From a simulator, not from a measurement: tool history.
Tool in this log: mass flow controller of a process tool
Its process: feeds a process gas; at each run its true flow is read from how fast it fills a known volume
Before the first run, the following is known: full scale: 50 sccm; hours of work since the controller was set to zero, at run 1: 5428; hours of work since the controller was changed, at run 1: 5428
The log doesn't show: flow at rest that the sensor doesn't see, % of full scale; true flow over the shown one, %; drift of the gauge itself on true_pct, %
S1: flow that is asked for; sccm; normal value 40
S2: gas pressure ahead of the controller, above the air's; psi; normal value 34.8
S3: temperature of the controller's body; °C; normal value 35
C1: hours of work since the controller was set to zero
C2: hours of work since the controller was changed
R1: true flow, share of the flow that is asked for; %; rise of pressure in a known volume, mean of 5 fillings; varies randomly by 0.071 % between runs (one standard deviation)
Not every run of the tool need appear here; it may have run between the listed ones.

run    hour  S1    S2  S3    C1    C2      R1
  1     0.0  40  34.8  35  5428  5428  102.28
  2   273.6  40  34.8  20  5606  5606  101.75
  3   479.1  40  34.8  20  5740  5740  102.03
  4   681.8  28  34.8  35  5872  5872  101.54
  5   970.8  28  34.8  35  6060  6060  101.65
  6  1283.6  40  34.8  23  6263  6263  102.10
  7  1586.7  40  34.8  23  6460  6460  102.34
  8  1914.0  40  34.8  35  6673  6673  102.86
  9  2098.8  40  34.8  35  6793  6793  103.04
 10  2334.4  40  34.8  35  6947  6947  102.91
 11  2521.9  40  34.8  35  7068  7068  103.03
 12  2795.0  40  30.3  37  7246  7246  103.34
 13  3099.7  40  24.7  37  7444  7444  103.62
     3235.6  -- controller exchanged for a calibrated one
 14  3424.3  40  24.7  37   123   123   99.93
 15  3699.5  15  34.8  24   302   302   97.61
 16  4015.2  40  34.8  32   507   507   99.59
 17  4326.4   8  27.3  38   709   709   97.79
 18  4530.2  10  34.8  35   842   842   97.75
 19  4774.3  10  25.5  35  1001  1001   98.09
 20  5020.6  40  24.2  39  1161  1161  100.18
 21  5337.8  28  40.3  39  1367  1367   99.22

Below are 4 alternative next runs, each starting from the tool's condition after run 21. Predict each:
  A  5617.4  28  28.9  24  1549  1549   ?
  B  5617.4  40  34.8  30  1549  1549   ?
  C  5617.4  28  40.3  22  1549  1549   ?
  D  5617.4  28  29.7  39  1549  1549   ?

run     R1
  A  99.15
  B  99.96
  C  98.70
  D  99.61
With no hidden state in the tool, these same runs would have given:
run     R1
  A  98.62
  B  99.37
  C  98.16
  D  99.07

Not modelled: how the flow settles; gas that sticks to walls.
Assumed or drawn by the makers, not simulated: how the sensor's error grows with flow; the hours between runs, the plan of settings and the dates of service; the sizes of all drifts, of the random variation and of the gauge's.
